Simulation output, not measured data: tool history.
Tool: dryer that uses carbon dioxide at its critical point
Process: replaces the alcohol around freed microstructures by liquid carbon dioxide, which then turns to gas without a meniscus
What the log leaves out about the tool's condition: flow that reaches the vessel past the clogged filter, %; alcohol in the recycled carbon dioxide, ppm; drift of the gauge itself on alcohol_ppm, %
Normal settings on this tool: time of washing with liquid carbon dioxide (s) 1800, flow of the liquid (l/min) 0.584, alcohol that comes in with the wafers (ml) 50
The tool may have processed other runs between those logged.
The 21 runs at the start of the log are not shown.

run   hour  time of washing with liquid carbon dioxide (s)  flow of the liquid (l/min)  alcohol that comes in with the wafers (ml)  hours of work since the filter was changed  hours of work since the purifier's bed was changed  alcohol left in the vessel before it's heated (ppm by volume)
 22  359.9                                            1800                       0.584                                          50                                          31                                                 407                                                            108
 23  382.5                                            1800                       0.584                                          50                                          48                                                 424                                                            104
 24  405.5                                            1500                       0.584                                          24                                          65                                                 441                                                            122
 25  419.9                                            1800                       0.835                                          50                                          76                                                 451                                                             66
 26  432.1                                            1800                       0.401                                          56                                          85                                                 460                                                            383
 27  447.4                                            1080                       0.401                                          56                                          96                                                 472                                                           2005
 28    468                                            1140                       0.393                                          50                                         111                                                 487                                                           1613
 29  478.7                                            1260                       0.617                                          63                                         119                                                 495                                                            360
 30  496.7                                            1800                       0.737                                          87                                         132                                                 508                                                             99
 31  507.7                                            1800                       0.468                                         103                                         141                                                 516                                                            377
 32  527.3                                            2760                       0.584                                          45                                         155                                                 531                                                             88
 33  541.4                                            2580                       0.694                                          34                                         165                                                 541                                                             87
 34  556.4                                            1860                       0.745                                          52                                         177                                                 552                                                             89
 35  580.6                                            1860                       0.614                                          76                                         195                                                 570                                                            126
 36  596.9                                            1740                       0.908                                          60                                         207                                                 582                                                             97
 37  607.6                                            1740                       0.552                                          27                                         214                                                 590                                                            132
 38  625.3                                            2640                       0.392                                          44                                         228                                                 603                                                            142
 39  639.5                                            2640                       0.392                                          44                                         238                                                 614                                                            134
 40  662.3                                            2640                       0.518                                          68                                         255                                                 631                                                            112
 41  675.8                                            2640                       0.518                                          68                                         265                                                 641                                                            111
 42  698.5                                            2760                       0.482                                          63                                         282                                                 657                                                            116

Each row is a separate what-if for the run after 42, all from the same tool condition, not one after another. Results?
  A  712.9                                            2820                       0.482                                          63                                         292                                                 668                                                              ?
  B  712.9                                            2760                       0.577                                          63                                         292                                                 668                                                              ?
  C  712.9                                            2220                       0.482                                          24                                         292                                                 668                                                              ?
  D  712.9                                            1800                       0.661                                          28                                         292                                                 668                                                              ?

run  alcohol left in the vessel before it's heated (ppm by volume)
  A                                                            124
  B                                                            100
  C                                                            130
  D                                                            118
Take away the tool's hidden state, keep each run's random variation, and the runs would have read:
run  alcohol left in the vessel before it's heated (ppm by volume)
  A                                                             17
  B                                                              1
  C                                                             21
  D                                                             14
